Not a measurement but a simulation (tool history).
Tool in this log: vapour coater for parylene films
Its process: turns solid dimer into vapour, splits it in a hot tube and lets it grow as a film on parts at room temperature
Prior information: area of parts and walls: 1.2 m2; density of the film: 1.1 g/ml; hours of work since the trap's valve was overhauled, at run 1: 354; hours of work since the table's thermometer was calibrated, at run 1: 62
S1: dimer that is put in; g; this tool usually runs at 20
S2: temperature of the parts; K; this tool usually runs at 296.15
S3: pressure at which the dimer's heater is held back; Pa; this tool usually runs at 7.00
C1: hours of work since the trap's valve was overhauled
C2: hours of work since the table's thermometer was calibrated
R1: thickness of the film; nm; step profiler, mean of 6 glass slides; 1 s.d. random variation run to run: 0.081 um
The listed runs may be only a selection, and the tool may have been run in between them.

run,hour,S1,S2,S3,C1,C2,R1
1,0.0,20,296.15,7.00,354,62,9600
2,19.4,20,296.15,7.00,368,76,9490
3,47.8,20,296.15,7.00,388,97,9480
4,78.6,20,296.15,2.91,410,119,10870
5,93.7,20,296.15,2.91,421,130,10750
6,122.6,20,305.15,7.00,442,150,6520
7,143.2,20,305.15,7.00,457,165,6480
8,162.2,14,296.15,7.00,470,179,6500
9,189.6,20,293.15,7.00,490,199,10320
10,221.7,20,293.15,7.00,513,222,10500
11,239.6,20,293.15,7.00,526,235,10440
12,263.7,20,296.15,7.36,543,252,9000
13,291.5,20,296.15,7.00,563,272,9090
14,319.4,20,296.15,7.00,583,292,8910
15,337.0,20,296.15,7.00,596,305,8960
16,357.8,20,296.15,7.00,611,320,9030
# hour 384.7: trap's valve overhauled
17,384.7,20,296.15,7.00,0,336,10450
18,402.4,20,296.15,7.00,13,349,10530
19,424.3,20,296.15,7.00,29,365,10400
20,440.6,22,296.15,7.00,40,376,11650
21,456.2,22,296.15,7.00,51,388,11530
22,484.0,22,296.15,7.00,72,408,11370
23,516.1,22,296.15,7.00,95,431,11280
24,543.2,22,296.15,7.00,114,450,11380
25,572.5,10,308.15,3.29,135,471,3580
26,598.4,10,308.15,3.29,154,490,3520
27,619.6,10,308.15,3.29,169,505,3540
28,637.0,17,296.15,10.66,182,518,8010
29,664.6,22,291.15,4.74,201,538,14360
30,683.1,10,294.15,7.00,215,551,5460
# hour 686.9: table's thermometer calibrated
31,704.6,21,295.15,11.10,230,13,10130
32,724.2,31,295.15,11.10,244,27,14900
33,749.8,31,296.15,7.67,262,45,15120
34,775.0,16,296.15,3.70,280,63,8680
35,794.8,16,296.15,9.16,294,78,7670
36,810.5,25,292.15,9.16,306,89,13830
37,833.4,25,292.15,9.16,322,105,13760
# hour 853.8: table's thermometer calibrated, once more
38,855.3,25,292.15,9.16,337,1,13710
39,888.5,26,298.15,7.00,361,25,11650
40,902.5,20,297.15,11.26,371,35,8610
41,932.3,20,291.15,5.51,393,56,12130
42,947.3,26,296.15,7.00,403,67,12360
43,969.7,26,296.15,7.00,420,83,12450

Hidden state at the last listed run before each entry between runs and at the first one after, where it differs:
In the gap between runs 16 and 17: trap's valve overhauled (hour 384.7)
  vapour lost through the trap's worn valve, %: 15.2 -> 0
  the result without the hidden state subtracted from the measured one, R1: -1590 -> +20 nm
In the gap between runs 30 and 31: table's thermometer calibrated (hour 686.9)
  vapour lost through the trap's worn valve, %: 5 -> 5.3; true temperature of the parts over the reading, C: -0.13 -> -0.16
  the result without the hidden state subtracted from the measured one, R1: -260 -> -500 nm
In the gap between runs 37 and 38: table's thermometer calibrated, once more (hour 853.8)
  vapour lost through the trap's worn valve, %: 7.4 -> 7.8; true temperature of the parts over the reading, C: -0.19 -> 0.02
  the result without the hidden state subtracted from the measured one, R1: -990 -> -1180 nm

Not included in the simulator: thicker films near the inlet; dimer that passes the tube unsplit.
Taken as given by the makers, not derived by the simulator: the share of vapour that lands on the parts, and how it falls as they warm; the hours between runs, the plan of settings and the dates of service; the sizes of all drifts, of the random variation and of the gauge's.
